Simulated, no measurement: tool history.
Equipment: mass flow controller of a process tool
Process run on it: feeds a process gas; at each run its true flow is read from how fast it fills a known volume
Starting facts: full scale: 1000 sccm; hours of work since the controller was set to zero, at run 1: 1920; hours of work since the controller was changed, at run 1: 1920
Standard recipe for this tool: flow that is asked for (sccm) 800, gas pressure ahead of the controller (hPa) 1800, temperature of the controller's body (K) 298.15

run    hour  flow that is asked for (sccm)  gas pressure ahead of the controller (hPa)  temperature of the controller's body (K)  hours of work since the controller was set to zero  hours of work since the controller was changed  true flow (%)
  1       0                            800                                        1800                                    298.15                                                1920                                            1920          98.96
  2   159.7                            800                                        1800                                    299.15                                                2035                                            2035          98.97
  3   307.6                            800                                        1800                                    299.15                                                2141                                            2141          98.89
  4   519.3                            800                                        1800                                    299.15                                                2294                                            2294          98.66
  5   682.4                            800                                        1800                                    298.15                                                2411                                            2411          98.64
  6   896.4                            800                                        1800                                    298.15                                                2565                                            2565          98.48
  7  1078.9                            800                                        1800                                    298.15                                                2697                                            2697          98.58
  8  1220.2                            800                                        1800                                    298.15                                                2798                                            2798          98.34
  9  1482.8                            800                                        1800                                    302.15                                                2987                                            2987          98.42
 10  1671.6                            800                                        1800                                    302.15                                                3123                                            3123          98.39
 11  1802.8                            800                                        1800                                    298.15                                                3218                                            3218          98.28
 12  2018.9                            800                                        1800                                    298.15                                                3373                                            3373           98.1
 13  2233.7                            800                                        1610                                    298.15                                                3528                                            3528          98.15
 14  2352.7                            800                                        1610                                    298.15                                                3613                                            3613          98.15
 15  2570.4                            800                                        1610                                    298.15                                                3770                                            3770          98.04
 16    2733                            800                                        1610                                    298.15                                                3887                                            3887          98.03
 17  2947.1                            583                                        1800                                    298.15                                                4041                                            4041          97.89
 18  3193.6                            800                                        1550                                    298.15                                                4219                                            4219          97.77
 19    3367                            287                                        1800                                    298.15                                                4344                                            4344          98.46
 20  3490.9                            287                                        1800                                    298.15                                                4433                                            4433          98.35
 21  3653.6                            800                                        1800                                    298.15                                                4550                                            4550          97.44
 22    3909                            842                                        1800                                    298.15                                                4734                                            4734          97.39
 23  4201.4                            842                                        1800                                    298.15                                                4944                                            4944          97.34
 24  4331.8                            842                                        1800                                    298.15                                                5038                                            5038          97.24
 25  4562.5                            595                                        1800                                    309.15                                                5204                                            5204           97.7
 26  4842.1                            595                                        1800                                    309.15                                                5405                                            5405          97.64
 27  4998.5                            218                                        2000                                    305.15                                                5518                                            5518          98.79
 28  5175.1                            288                                        1860                                    305.15                                                5645                                            5645          98.31
 29    5377                            116                                        2000                                    310.15                                                5790                                            5790         101.32
 30  5551.1                            458                                        2200                                    296.15                                                5916                                            5916          96.87
       5570  -- controller's zero set anew
 31  5835.5                            458                                        1520                                    296.15                                                 191                                            6120          97.68
     5925.6  -- controller exchanged for a calibrated one
 32  5958.3                            458                                        1420                                    296.15                                                  24                                              24         100.15
     6152.2  -- controller's zero set anew, once more
 33  6152.2                            458                                        1420                                    296.15                                                   0                                             163          99.93
 34    6370                            458                                        1420                                    296.15                                                 157                                             320          99.92
 35  6565.2                            800                                        1530                                    295.15                                                 297                                             460          99.57
 36  6802.2                            800                                        2520                                    295.15                                                 468                                             631          98.94
 37  7053.1                            800                                        2130                                    298.15                                                 648                                             811          99.32
 38    7339                            238                                        2340                                    304.15                                                 854                                            1017          99.28
 39  7480.6                            800                                        1920                                    298.15                                                 956                                            1119          99.28
 40  7714.2                            647                                        1700                                    298.15                                                1124                                            1287          99.36
 41  7956.1                            759                                        1650                                    299.15                                                1298                                            1461          99.35
 42  8103.9                            526                                        1800                                    298.15                                                1405                                            1568          99.19
 43  8282.3                            526                                        1800                                    298.15                                                1533                                            1696          98.92

Across each entry between runs, compare the hidden state at the last listed run before it with the hidden state at the first listed run after it:
Between runs 30 and 31: controller's zero set anew (hour 5570)
  flow at rest that the sensor doesn't see, % of full scale: 0.607 -> 0.842; true flow over the shown one, %: -4.09 -> -4.22
  measured value less the no-hidden-state value, true flow (%): -2.77 -> -2.38
Between runs 31 and 32: controller exchanged for a calibrated one (hour 5925.6)
  flow at rest that the sensor doesn't see, % of full scale: 0.842 -> 0.035; true flow over the shown one, %: -4.22 -> -0.14
  measured value less the no-hidden-state value, true flow (%): -2.38 -> -0.07
Between runs 32 and 33: controller's zero set anew, once more (hour 6152.2)
  flow at rest that the sensor doesn't see, % of full scale: 0.035 -> 0.026; true flow over the shown one, %: -0.14 -> -0.24
  measured value less the no-hidden-state value, true flow (%): -0.07 -> -0.18
